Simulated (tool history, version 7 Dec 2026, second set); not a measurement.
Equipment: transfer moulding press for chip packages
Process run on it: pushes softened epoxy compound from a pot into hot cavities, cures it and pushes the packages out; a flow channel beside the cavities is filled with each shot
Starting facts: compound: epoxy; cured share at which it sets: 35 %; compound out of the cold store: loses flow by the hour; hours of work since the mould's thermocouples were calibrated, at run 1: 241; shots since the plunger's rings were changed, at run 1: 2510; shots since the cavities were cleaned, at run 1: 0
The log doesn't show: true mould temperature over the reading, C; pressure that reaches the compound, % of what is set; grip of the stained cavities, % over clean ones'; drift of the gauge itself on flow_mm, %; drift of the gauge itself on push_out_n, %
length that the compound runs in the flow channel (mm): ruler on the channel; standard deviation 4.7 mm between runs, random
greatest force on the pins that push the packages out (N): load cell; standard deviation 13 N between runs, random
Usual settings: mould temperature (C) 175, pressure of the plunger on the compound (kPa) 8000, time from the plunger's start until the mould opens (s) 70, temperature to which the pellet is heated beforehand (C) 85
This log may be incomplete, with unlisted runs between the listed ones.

run,hour,mould temperature (C),pressure of the plunger on the compound (kPa),time from the plunger's start until the mould opens (s),temperature to which the pellet is heated beforehand (C),hours of work since the mould's thermocouples were calibrated,shots since the plunger's rings were changed,shots since the cavities were cleaned,incoming compound's hours out of the cold store,length that the compound runs in the flow channel (mm),greatest force on the pins that push the packages out (N)
1,0.0,175,8000,70,85,241,2510,0,14.5,780,665
# hour 54.7: cavities cleaned with cleaning compound and waxed
2,64.7,175,8000,70,85,289,3599,173,15.5,755,825
# hour 112.9: cavities cleaned with cleaning compound and waxed
3,124.1,175,8000,70,85,333,4595,192,25.6,698,844
# hour 167.0: plunger's sealing rings changed
# hour 174.9: cavities cleaned with cleaning compound and waxed
4,206.0,175,6430,70,85,392,646,536,17.0,705,1025
# hour 237.7: cavities cleaned with cleaning compound and waxed
5,254.5,175,6430,70,85,427,1456,290,41.4,604,815
# hour 297.7: cavities cleaned with cleaning compound and waxed
6,340.7,175,6430,70,85,491,2913,739,37.8,608,986
# hour 358.8: cavities cleaned with cleaning compound and waxed
7,387.5,175,8000,70,85,525,3694,495,20.3,732,965
# hour 417.3: cavities cleaned with cleaning compound and waxed
8,460.7,175,8000,70,85,580,4929,747,9.4,768,1057
# hour 476.3: cavities cleaned with cleaning compound and waxed
# hour 484.1: plunger's sealing rings changed
# hour 534.3: cavities cleaned with cleaning compound and waxed
9,534.3,175,8000,70,85,631,839,0,23.0,764,587
# hour 558.9: mould's thermocouples calibrated
# hour 593.7: cavities cleaned with cleaning compound and waxed
10,602.8,175,8000,61,85,32,1958,156,33.3,703,1177
# hour 648.4: cavities cleaned with cleaning compound and waxed
11,671.0,175,8000,61,85,83,3106,388,10.2,788,1523
# hour 705.0: cavities cleaned with cleaning compound and waxed
12,724.4,175,8000,70,85,122,4000,334,25.1,706,899
# hour 767.5: cavities cleaned with cleaning compound and waxed
# hour 803.3: plunger's sealing rings changed
13,811.6,175,8000,70,85,185,143,717,20.0,779,1073
# hour 833.2: cavities cleaned with cleaning compound and waxed
# hour 892.6: cavities cleaned with cleaning compound and waxed
14,913.3,175,8000,64,85,259,1842,356,41.1,677,1081
# hour 949.1: cavities cleaned with cleaning compound and waxed
15,971.8,175,8000,51,85,303,2825,391,11.4,774,2330
# hour 1006.5: cavities cleaned with cleaning compound and waxed
16,1023.9,175,8000,51,85,341,3695,299,9.7,773,2252
# hour 1063.7: cavities cleaned with cleaning compound and waxed
17,1094.2,175,8000,51,85,393,4879,525,10.0,759,2520
# hour 1122.1: plunger's sealing rings changed
# hour 1123.6: cavities cleaned with cleaning compound and waxed
# hour 1180.9: cavities cleaned with cleaning compound and waxed
18,1200.2,171,9230,102,85,469,1292,332,27.6,795,650
# hour 1241.1: cavities cleaned with cleaning compound and waxed
19,1282.1,170,7330,70,85,530,2678,706,14.3,752,1410
# hour 1295.8: cavities cleaned with cleaning compound and waxed
# hour 1354.0: cavities cleaned with cleaning compound and waxed
20,1365.7,170,7180,66,93,591,4065,200,12.3,727,1234
# hour 1409.4: cavities cleaned with cleaning compound and waxed
21,1411.4,178,7180,89,95,624,4826,34,28.2,631,478
# hour 1439.4: plunger's sealing rings changed
# hour 1449.7: mould's thermocouples calibrated
# hour 1474.7: cavities cleaned with cleaning compound and waxed
22,1489.3,178,7180,89,95,29,800,253,15.5,744,605
# hour 1532.0: cavities cleaned with cleaning compound and waxed
23,1532.8,178,7180,89,95,61,1524,15,18.4,716,462
# hour 1587.5: cavities cleaned with cleaning compound and waxed
24,1587.5,178,7180,89,95,101,2439,0,18.5,711,468
# hour 1643.9: cavities cleaned with cleaning compound and waxed
25,1661.4,178,7180,89,95,156,3685,301,29.2,653,653

Forecast each of these 3 alternatives for the next run:
# hour 1705.3: cavities cleaned with cleaning compound and waxed
A,1712.2,175,8000,67,85,193,4534,119,35.0,?,?
# hour 1705.3: cavities cleaned with cleaning compound and waxed
B,1712.2,178,7180,56,95,193,4534,119,36.3,?,?
# hour 1705.3: cavities cleaned with cleaning compound and waxed
C,1712.2,175,8000,70,95,193,4534,119,37.4,?,?

run,length that the compound runs in the flow channel (mm),greatest force on the pins that push the packages out (N)
A,663,844
B,621,1001
C,653,704
With the hidden condition removed and each run's random variation left untouched, the same runs would have given:
run,length that the compound runs in the flow channel (mm),greatest force on the pins that push the packages out (N)
A,721,707
B,675,837
C,709,588

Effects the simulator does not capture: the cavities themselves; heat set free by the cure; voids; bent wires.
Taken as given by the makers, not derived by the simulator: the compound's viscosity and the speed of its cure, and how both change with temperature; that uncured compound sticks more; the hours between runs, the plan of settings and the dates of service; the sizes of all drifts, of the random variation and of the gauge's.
